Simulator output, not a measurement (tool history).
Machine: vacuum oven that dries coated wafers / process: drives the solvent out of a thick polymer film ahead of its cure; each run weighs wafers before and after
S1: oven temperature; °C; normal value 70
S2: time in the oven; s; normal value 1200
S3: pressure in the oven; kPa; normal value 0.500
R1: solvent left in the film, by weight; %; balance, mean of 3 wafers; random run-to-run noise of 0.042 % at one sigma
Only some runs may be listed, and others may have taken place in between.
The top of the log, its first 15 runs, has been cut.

| run | hour | S1 | S2 | S3 | R1 |
|---|---|---|---|---|---|
| 16 | 183.7 | 80 | 1200 | 0.500 | 0.32 |
| 17 | 200.6 | 80 | 1200 | 0.500 | 0.40 |
|  | 203.4 | vacuum gauge cleaned of residue and calibrated |
| 18 | 213.5 | 80 | 1200 | 0.500 | 0.42 |
| 19 | 229.8 | 68 | 1080 | 0.450 | 1.79 |
|  | 234.0 | vacuum gauge cleaned of residue and calibrated, once more |
| 20 | 239.8 | 78 | 1980 | 0.500 | 0.21 |
| 21 | 251.7 | 80 | 2040 | 0.349 | 0.04 |
| 22 | 262.9 | 80 | 2040 | 0.349 | 0.24 |
| 23 | 278.9 | 70 | 1080 | 0.302 | 0.99 |
| 24 | 293.1 | 73 | 900 | 0.421 | 0.99 |
| 25 | 304.8 | 70 | 960 | 0.500 | 1.43 |
| 26 | 319.8 | 58 | 1200 | 0.500 | 5.02 |
| 27 | 336.2 | 60 | 720 | 0.500 | 7.15 |
| 28 | 352.0 | 70 | 720 | 1.725 | 3.40 |
| 29 | 363.2 | 70 | 840 | 0.500 | 1.93 |
| 30 | 371.4 | 80 | 840 | 0.333 | 0.22 |
| 31 | 385.1 | 80 | 1680 | 0.711 | 0.44 |
| 32 | 401.5 | 65 | 960 | 0.711 | 3.15 |
| 33 | 411.6 | 65 | 960 | 0.711 | 3.15 |

4 options for the next run, each taken on its own from the tool as it stands now. Forecast them:
| A | 427.8 | 70 | 1020 | 0.500 | ? |
| B | 427.8 | 73 | 720 | 0.661 | ? |
| C | 427.8 | 84 | 1260 | 1.043 | ? |
| D | 427.8 | 70 | 660 | 0.500 | ? |

| run | R1 |
|---|---|
| A | 1.31 |
| B | 1.68 |
| C | 0.46 |
| D | 3.03 |
With the hidden condition removed and each run's random variation left untouched, the same runs would have given:
| run | R1 |
|---|---|
| A | 1.38 |
| B | 1.78 |
| C | 0.45 |
| D | 3.19 |
